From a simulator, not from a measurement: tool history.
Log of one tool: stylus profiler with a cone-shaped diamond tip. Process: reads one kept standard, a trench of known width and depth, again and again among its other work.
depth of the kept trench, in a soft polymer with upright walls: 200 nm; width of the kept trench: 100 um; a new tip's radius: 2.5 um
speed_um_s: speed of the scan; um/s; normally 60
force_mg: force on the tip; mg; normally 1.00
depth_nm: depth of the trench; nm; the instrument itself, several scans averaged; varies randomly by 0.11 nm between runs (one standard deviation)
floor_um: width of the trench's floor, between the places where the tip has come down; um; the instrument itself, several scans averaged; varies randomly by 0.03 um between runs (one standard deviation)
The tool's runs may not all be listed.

run	hour	speed_um_s	force_mg	depth_nm	floor_um
1	0.0	60	1.00	201.65	97.74
2	14.1	60	1.00	201.68	97.70
3	24.4	60	1.00	201.43	97.76
4	36.0	60	1.00	201.71	97.72
5	44.4	60	1.00	201.53	97.71
6	59.1	60	1.00	201.60	97.73
7	66.6	60	1.42	202.09	97.72
8	80.2	17	0.35	200.91	97.87

Run 9 is up next; what results do you expect?
9	87.7	91	2.50	?	?

depth_nm: 202.87 nm
floor_um: 97.73 um
Had the tool carried no hidden state, the very same run would have given depth_nm 202.83 nm, floor_um 97.77 um.
